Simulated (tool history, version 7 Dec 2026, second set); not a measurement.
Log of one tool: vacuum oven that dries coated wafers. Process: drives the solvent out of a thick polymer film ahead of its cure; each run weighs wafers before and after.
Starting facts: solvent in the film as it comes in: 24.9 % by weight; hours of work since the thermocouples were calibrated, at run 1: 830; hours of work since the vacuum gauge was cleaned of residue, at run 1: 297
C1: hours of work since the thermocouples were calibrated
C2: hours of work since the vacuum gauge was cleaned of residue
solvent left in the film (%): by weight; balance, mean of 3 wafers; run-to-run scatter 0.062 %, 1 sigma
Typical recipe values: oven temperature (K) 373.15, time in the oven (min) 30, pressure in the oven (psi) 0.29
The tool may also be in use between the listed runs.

{"run": 1, "hour": 0.0, "oven temperature (K)": 373.15, "time in the oven (min)": 30, "pressure in the oven (psi)": 0.29, "C1": 830, "C2": 297, "solvent left in the film (%)": 3.9}
{"run": 2, "hour": 21.1, "oven temperature (K)": 373.15, "time in the oven (min)": 40, "pressure in the oven (psi)": 0.29, "C1": 845, "C2": 312, "solvent left in the film (%)": 2.37}
{"run": 3, "hour": 38.7, "oven temperature (K)": 373.15, "time in the oven (min)": 30, "pressure in the oven (psi)": 0.29, "C1": 858, "C2": 324, "solvent left in the film (%)": 3.85}
{"run": 4, "hour": 58.6, "oven temperature (K)": 373.15, "time in the oven (min)": 30, "pressure in the oven (psi)": 0.29, "C1": 872, "C2": 338, "solvent left in the film (%)": 3.99}
{"run": 5, "hour": 86.8, "oven temperature (K)": 373.15, "time in the oven (min)": 30, "pressure in the oven (psi)": 0.29, "C1": 891, "C2": 358, "solvent left in the film (%)": 3.92}
{"run": 6, "hour": 105.8, "oven temperature (K)": 373.15, "time in the oven (min)": 17, "pressure in the oven (psi)": 0.29, "C1": 905, "C2": 371, "solvent left in the film (%)": 7.7}
{"run": 7, "hour": 121.2, "oven temperature (K)": 381.15, "time in the oven (min)": 30, "pressure in the oven (psi)": 0.29, "C1": 915, "C2": 382, "solvent left in the film (%)": 1.93}
{"run": 8, "hour": 156.1, "oven temperature (K)": 367.15, "time in the oven (min)": 30, "pressure in the oven (psi)": 0.29, "C1": 940, "C2": 406, "solvent left in the film (%)": 5.98}
{"run": 9, "hour": 173.0, "oven temperature (K)": 367.15, "time in the oven (min)": 30, "pressure in the oven (psi)": 0.29, "C1": 952, "C2": 418, "solvent left in the film (%)": 6.03}
{"run": 10, "hour": 203.4, "oven temperature (K)": 373.15, "time in the oven (min)": 30, "pressure in the oven (psi)": 0.29, "C1": 973, "C2": 439, "solvent left in the film (%)": 3.83}
{"run": 11, "hour": 237.4, "oven temperature (K)": 373.15, "time in the oven (min)": 30, "pressure in the oven (psi)": 0.29, "C1": 997, "C2": 463, "solvent left in the film (%)": 3.87}
{"run": 12, "hour": 263.5, "oven temperature (K)": 365.15, "time in the oven (min)": 30, "pressure in the oven (psi)": 0.29, "C1": 1015, "C2": 482, "solvent left in the film (%)": 6.76}
{"run": 13, "hour": 281.9, "oven temperature (K)": 373.15, "time in the oven (min)": 30, "pressure in the oven (psi)": 1.12, "C1": 1028, "C2": 495, "solvent left in the film (%)": 5.5}
{"run": 14, "hour": 297.0, "oven temperature (K)": 373.15, "time in the oven (min)": 30, "pressure in the oven (psi)": 1.12, "C1": 1039, "C2": 505, "solvent left in the film (%)": 5.45}
{"run": 15, "hour": 323.6, "oven temperature (K)": 373.15, "time in the oven (min)": 30, "pressure in the oven (psi)": 1.12, "C1": 1058, "C2": 524, "solvent left in the film (%)": 5.62}
{"run": 16, "hour": 356.3, "oven temperature (K)": 373.15, "time in the oven (min)": 30, "pressure in the oven (psi)": 1.12, "C1": 1080, "C2": 547, "solvent left in the film (%)": 5.54}
{"run": 17, "hour": 388.1, "oven temperature (K)": 373.15, "time in the oven (min)": 30, "pressure in the oven (psi)": 1.12, "C1": 1103, "C2": 569, "solvent left in the film (%)": 5.68}
{"run": 18, "hour": 409.2, "oven temperature (K)": 373.15, "time in the oven (min)": 30, "pressure in the oven (psi)": 0.428, "C1": 1118, "C2": 584, "solvent left in the film (%)": 4.12}
{"run": 19, "hour": 432.0, "oven temperature (K)": 387.15, "time in the oven (min)": 30, "pressure in the oven (psi)": 0.29, "C1": 1134, "C2": 600, "solvent left in the film (%)": 0.93}
{"hour": 436.6, "done": "oven's thermocouples calibrated"}
{"run": 20, "hour": 449.0, "oven temperature (K)": 387.15, "time in the oven (min)": 30, "pressure in the oven (psi)": 0.29, "C1": 9, "C2": 610, "solvent left in the film (%)": 1.02}
{"run": 21, "hour": 475.7, "oven temperature (K)": 373.15, "time in the oven (min)": 30, "pressure in the oven (psi)": 0.29, "C1": 27, "C2": 629, "solvent left in the film (%)": 4.01}
{"run": 22, "hour": 508.9, "oven temperature (K)": 373.15, "time in the oven (min)": 30, "pressure in the oven (psi)": 0.29, "C1": 51, "C2": 652, "solvent left in the film (%)": 3.93}
{"run": 23, "hour": 541.3, "oven temperature (K)": 359.15, "time in the oven (min)": 30, "pressure in the oven (psi)": 0.252, "C1": 73, "C2": 675, "solvent left in the film (%)": 9.1}
{"run": 24, "hour": 570.4, "oven temperature (K)": 360.15, "time in the oven (min)": 15, "pressure in the oven (psi)": 0.29, "C1": 94, "C2": 696, "solvent left in the film (%)": 13.56}
{"run": 25, "hour": 599.8, "oven temperature (K)": 381.15, "time in the oven (min)": 38, "pressure in the oven (psi)": 0.519, "C1": 115, "C2": 716, "solvent left in the film (%)": 1.65}
{"run": 26, "hour": 615.7, "oven temperature (K)": 376.15, "time in the oven (min)": 38, "pressure in the oven (psi)": 0.483, "C1": 126, "C2": 727, "solvent left in the film (%)": 2.46}
{"run": 27, "hour": 650.3, "oven temperature (K)": 376.15, "time in the oven (min)": 38, "pressure in the oven (psi)": 0.483, "C1": 150, "C2": 752, "solvent left in the film (%)": 2.44}
{"run": 28, "hour": 669.5, "oven temperature (K)": 365.15, "time in the oven (min)": 18, "pressure in the oven (psi)": 0.558, "C1": 163, "C2": 765, "solvent left in the film (%)": 10.85}
{"run": 29, "hour": 701.7, "oven temperature (K)": 365.15, "time in the oven (min)": 18, "pressure in the oven (psi)": 0.558, "C1": 186, "C2": 788, "solvent left in the film (%)": 10.92}
{"run": 30, "hour": 735.4, "oven temperature (K)": 365.15, "time in the oven (min)": 18, "pressure in the oven (psi)": 0.558, "C1": 210, "C2": 811, "solvent left in the film (%)": 11.1}
{"run": 31, "hour": 761.8, "oven temperature (K)": 373.15, "time in the oven (min)": 17, "pressure in the oven (psi)": 0.29, "C1": 228, "C2": 830, "solvent left in the film (%)": 7.76}
{"run": 32, "hour": 789.4, "oven temperature (K)": 373.15, "time in the oven (min)": 20, "pressure in the oven (psi)": 0.305, "C1": 248, "C2": 849, "solvent left in the film (%)": 6.58}
{"run": 33, "hour": 819.7, "oven temperature (K)": 373.15, "time in the oven (min)": 20, "pressure in the oven (psi)": 0.305, "C1": 269, "C2": 871, "solvent left in the film (%)": 6.55}
{"run": 34, "hour": 843.5, "oven temperature (K)": 373.15, "time in the oven (min)": 20, "pressure in the oven (psi)": 0.305, "C1": 286, "C2": 887, "solvent left in the film (%)": 6.69}
{"run": 35, "hour": 870.2, "oven temperature (K)": 370.15, "time in the oven (min)": 42, "pressure in the oven (psi)": 0.29, "C1": 304, "C2": 906, "solvent left in the film (%)": 2.97}
{"run": 36, "hour": 892.7, "oven temperature (K)": 370.15, "time in the oven (min)": 42, "pressure in the oven (psi)": 0.29, "C1": 320, "C2": 922, "solvent left in the film (%)": 3.09}
{"run": 37, "hour": 909.4, "oven temperature (K)": 373.15, "time in the oven (min)": 24, "pressure in the oven (psi)": 0.29, "C1": 332, "C2": 933, "solvent left in the film (%)": 5.32}
{"run": 38, "hour": 926.2, "oven temperature (K)": 373.15, "time in the oven (min)": 24, "pressure in the oven (psi)": 0.29, "C1": 344, "C2": 945, "solvent left in the film (%)": 5.33}
{"run": 39, "hour": 944.7, "oven temperature (K)": 385.15, "time in the oven (min)": 24, "pressure in the oven (psi)": 0.229, "C1": 357, "C2": 958, "solvent left in the film (%)": 1.89}
{"run": 40, "hour": 968.1, "oven temperature (K)": 373.15, "time in the oven (min)": 48, "pressure in the oven (psi)": 0.223, "C1": 373, "C2": 975, "solvent left in the film (%)": 1.59}
{"run": 41, "hour": 983.9, "oven temperature (K)": 363.15, "time in the oven (min)": 30, "pressure in the oven (psi)": 0.29, "C1": 384, "C2": 986, "solvent left in the film (%)": 7.77}
{"run": 42, "hour": 1006.1, "oven temperature (K)": 363.15, "time in the oven (min)": 30, "pressure in the oven (psi)": 0.29, "C1": 400, "C2": 1001, "solvent left in the film (%)": 7.63}
{"run": 43, "hour": 1031.6, "oven temperature (K)": 369.15, "time in the oven (min)": 30, "pressure in the oven (psi)": 0.273, "C1": 418, "C2": 1019, "solvent left in the film (%)": 5.28}

Below, each run's measurement less what the same run would have read without the hidden state. Both values contain the same run-to-run variation, but the gauge's scatter may not be the same in both:
Hidden state present: true wafer temperature over the reading, C; true pressure over the reading, kPa; drift of the gauge itself on solvent_pct, %.
run=1 solvent_left_in_the_film_(%)=-0.06
run=2 solvent_left_in_the_film_(%)=-0.05
run=3 solvent_left_in_the_film_(%)=-0.06
run=4 solvent_left_in_the_film_(%)=-0.07
run=5 solvent_left_in_the_film_(%)=-0.07
run=6 solvent_left_in_the_film_(%)=-0.08
run=7 solvent_left_in_the_film_(%)=-0.04
run=8 solvent_left_in_the_film_(%)=-0.09
run=9 solvent_left_in_the_film_(%)=-0.08
run=10 solvent_left_in_the_film_(%)=-0.07
run=11 solvent_left_in_the_film_(%)=-0.08
run=12 solvent_left_in_the_film_(%)=-0.09
run=13 solvent_left_in_the_film_(%)=-0.08
run=14 solvent_left_in_the_film_(%)=-0.08
run=15 solvent_left_in_the_film_(%)=-0.09
run=16 solvent_left_in_the_film_(%)=-0.08
run=17 solvent_left_in_the_film_(%)=-0.09
run=18 solvent_left_in_the_film_(%)=-0.08
run=19 solvent_left_in_the_film_(%)=-0.02
run=20 solvent_left_in_the_film_(%)=+0
run=21 solvent_left_in_the_film_(%)=+0
run=22 solvent_left_in_the_film_(%)=-0.01
run=23 solvent_left_in_the_film_(%)=-0.01
run=24 solvent_left_in_the_film_(%)=-0.01
run=25 solvent_left_in_the_film_(%)=+0
run=26 solvent_left_in_the_film_(%)=-0.01
run=27 solvent_left_in_the_film_(%)=-0.01
run=28 solvent_left_in_the_film_(%)=-0.01
run=29 solvent_left_in_the_film_(%)=-0.01
run=30 solvent_left_in_the_film_(%)=-0.02
run=31 solvent_left_in_the_film_(%)=-0.02
run=32 solvent_left_in_the_film_(%)=-0.02
run=33 solvent_left_in_the_film_(%)=-0.02
run=34 solvent_left_in_the_film_(%)=-0.02
run=35 solvent_left_in_the_film_(%)=-0.01
run=36 solvent_left_in_the_film_(%)=-0.02
run=37 solvent_left_in_the_film_(%)=-0.03
run=38 solvent_left_in_the_film_(%)=-0.03
run=39 solvent_left_in_the_film_(%)=-0.02
run=40 solvent_left_in_the_film_(%)=-0.01
run=41 solvent_left_in_the_film_(%)=-0.03
run=42 solvent_left_in_the_film_(%)=-0.03
run=43 solvent_left_in_the_film_(%)=-0.04
